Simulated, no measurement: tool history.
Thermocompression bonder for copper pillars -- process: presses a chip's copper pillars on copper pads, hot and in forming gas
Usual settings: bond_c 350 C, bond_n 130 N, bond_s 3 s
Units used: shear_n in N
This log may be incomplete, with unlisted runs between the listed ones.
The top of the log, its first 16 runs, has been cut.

| run | hour | bond_c | bond_n | bond_s | hours of work since the heater was calibrated | hours of work since the force cell was calibrated | hours of work since the gas filter was changed | shear_n |
|---|---|---|---|---|---|---|---|---|
| 17 | 259.5 | 350 | 130 | 3 | 335 | 313 | 89 | 73.6 |
| 18 | 271.4 | 350 | 166 | 3 | 343 | 322 | 98 | 82.4 |
| 19 | 288.8 | 350 | 166 | 3 | 355 | 333 | 109 | 81.9 |
| 20 | 310.3 | 350 | 130 | 3 | 369 | 348 | 124 | 72.8 |
|  | 313.9 | forming gas filter changed |
| 21 | 325 | 350 | 129 | 3 | 379 | 358 | 8 | 72.9 |
| 22 | 347.1 | 335 | 130 | 8 | 394 | 373 | 22 | 87.1 |
| 23 | 364 | 350 | 81 | 2 | 405 | 384 | 34 | 47.9 |
| 24 | 375.9 | 376 | 123 | 4 | 413 | 392 | 42 | 96.3 |
| 25 | 386.3 | 367 | 116 | 3 | 421 | 399 | 49 | 79.5 |
| 26 | 396.4 | 367 | 116 | 3 | 427 | 406 | 56 | 79.4 |
| 27 | 412.3 | 367 | 121 | 3 | 438 | 417 | 67 | 81.9 |
| 28 | 433.2 | 367 | 121 | 3 | 452 | 431 | 81 | 80.3 |
| 29 | 445 | 367 | 121 | 3 | 460 | 439 | 89 | 82.1 |
| 30 | 459.6 | 367 | 164 | 4 | 470 | 449 | 99 | 100.6 |
| 31 | 482.5 | 345 | 130 | 8 | 486 | 464 | 114 | 94.6 |
| 32 | 493.8 | 327 | 110 | 6 | 494 | 472 | 122 | 68.2 |
|  | 500.7 | forming gas filter changed |
| 33 | 509 | 332 | 140 | 6 | 503 | 482 | 6 | 81.5 |
| 34 | 532.4 | 351 | 84 | 2 | 519 | 498 | 21 | 50.4 |
| 35 | 550.7 | 344 | 177 | 4 | 532 | 510 | 34 | 87.3 |
| 36 | 568.7 | 340 | 186 | 2 | 544 | 523 | 46 | 69.5 |
| 37 | 585.6 | 340 | 186 | 2 | 555 | 534 | 58 | 69.8 |
| 38 | 604.2 | 329 | 130 | 6 | 568 | 547 | 70 | 74.6 |
| 39 | 613.8 | 329 | 130 | 6 | 575 | 553 | 77 | 75.2 |

What will run 40 give?
| 40 | 636.4 | 350 | 108 | 3 | 590 | 569 | 92 | ? |

{"run 40": {"shear_n": 65.9}}
If the tool had no hidden condition, the same run with the same run-to-run variation would have returned shear_n 66.3 N.
